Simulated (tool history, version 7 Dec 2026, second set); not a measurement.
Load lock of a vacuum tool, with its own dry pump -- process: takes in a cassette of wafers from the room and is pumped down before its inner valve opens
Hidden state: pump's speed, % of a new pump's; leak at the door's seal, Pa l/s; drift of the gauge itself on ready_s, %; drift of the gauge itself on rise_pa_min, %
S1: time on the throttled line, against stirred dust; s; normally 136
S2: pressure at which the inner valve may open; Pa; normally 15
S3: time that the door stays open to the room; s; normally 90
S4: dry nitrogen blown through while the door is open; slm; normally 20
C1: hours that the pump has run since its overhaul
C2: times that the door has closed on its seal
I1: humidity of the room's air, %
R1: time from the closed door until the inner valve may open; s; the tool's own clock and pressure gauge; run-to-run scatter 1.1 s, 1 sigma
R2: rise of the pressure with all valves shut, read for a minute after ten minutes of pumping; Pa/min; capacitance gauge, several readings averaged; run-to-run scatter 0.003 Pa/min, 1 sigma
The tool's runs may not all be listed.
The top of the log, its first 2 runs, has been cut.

{"run": 3, "hour": 115.1, "S1": 136, "S2": 15, "S3": 90, "S4": 20, "C1": 21391, "C2": 2996, "I1": 47.3, "R1": 249.3, "R2": 0.028}
{"run": 4, "hour": 197.2, "S1": 136, "S2": 15, "S3": 90, "S4": 20, "C1": 21473, "C2": 3128, "I1": 44.9, "R1": 251.7, "R2": 0.022}
{"run": 5, "hour": 291.7, "S1": 136, "S2": 15, "S3": 90, "S4": 20, "C1": 21568, "C2": 3281, "I1": 45.8, "R1": 251.9, "R2": 0.03}
{"run": 6, "hour": 356.5, "S1": 136, "S2": 15, "S3": 90, "S4": 20, "C1": 21632, "C2": 3385, "I1": 49.5, "R1": 252.5, "R2": 0.027}
{"run": 7, "hour": 423.1, "S1": 136, "S2": 15, "S3": 31, "S4": 20, "C1": 21699, "C2": 3492, "I1": 44, "R1": 252.8, "R2": 0.02}
{"run": 8, "hour": 493.3, "S1": 183, "S2": 15, "S3": 90, "S4": 20, "C1": 21769, "C2": 3605, "I1": 40.1, "R1": 290.5, "R2": 0.026}
{"run": 9, "hour": 551.6, "S1": 183, "S2": 15, "S3": 90, "S4": 20, "C1": 21828, "C2": 3699, "I1": 44, "R1": 289.2, "R2": 0.027}
{"run": 10, "hour": 626.6, "S1": 136, "S2": 15, "S3": 90, "S4": 20, "C1": 21903, "C2": 3820, "I1": 43.9, "R1": 251.2, "R2": 0.023}
{"run": 11, "hour": 681.1, "S1": 136, "S2": 15, "S3": 90, "S4": 20, "C1": 21957, "C2": 3908, "I1": 47.7, "R1": 250.3, "R2": 0.034}
{"run": 12, "hour": 730.3, "S1": 136, "S2": 15, "S3": 90, "S4": 6, "C1": 22006, "C2": 3987, "I1": 46.5, "R1": 251.8, "R2": 0.044}
{"run": 13, "hour": 786.5, "S1": 136, "S2": 15, "S3": 29, "S4": 20, "C1": 22062, "C2": 4078, "I1": 46.7, "R1": 251.4, "R2": 0.027}
{"run": 14, "hour": 880.6, "S1": 136, "S2": 15, "S3": 29, "S4": 20, "C1": 22157, "C2": 4229, "I1": 44.4, "R1": 249.9, "R2": 0.023}
{"run": 15, "hour": 951.8, "S1": 136, "S2": 15, "S3": 29, "S4": 20, "C1": 22228, "C2": 4344, "I1": 43.6, "R1": 250.8, "R2": 0.026}
{"run": 16, "hour": 1062.2, "S1": 136, "S2": 15, "S3": 29, "S4": 20, "C1": 22338, "C2": 4522, "I1": 42.5, "R1": 251.8, "R2": 0.028}
{"run": 17, "hour": 1107.6, "S1": 136, "S2": 15, "S3": 29, "S4": 20, "C1": 22384, "C2": 4595, "I1": 49, "R1": 252.5, "R2": 0.025}
{"run": 18, "hour": 1190.0, "S1": 136, "S2": 15, "S3": 51, "S4": 20, "C1": 22466, "C2": 4728, "I1": 46.9, "R1": 250.8, "R2": 0.03}
{"run": 19, "hour": 1260.1, "S1": 136, "S2": 15, "S3": 51, "S4": 20, "C1": 22536, "C2": 4841, "I1": 46, "R1": 252.4, "R2": 0.026}

What will run 20 give?
{"hour": 1271.3, "done": "dry pump taken out, an overhauled one fitted"}
{"run": 20, "hour": 1373.5, "S1": 93, "S2": 27, "S3": 76, "S4": 5, "C1": 102, "C2": 5014, "I1": 43.9, "R1": "?", "R2": "?"}

R1: 197.1 s
R2: 0.04 Pa/min
With the hidden condition absent and the run-to-run variation left alone, this run would have shown R1 196.4 s, R2 0.022 Pa/min.

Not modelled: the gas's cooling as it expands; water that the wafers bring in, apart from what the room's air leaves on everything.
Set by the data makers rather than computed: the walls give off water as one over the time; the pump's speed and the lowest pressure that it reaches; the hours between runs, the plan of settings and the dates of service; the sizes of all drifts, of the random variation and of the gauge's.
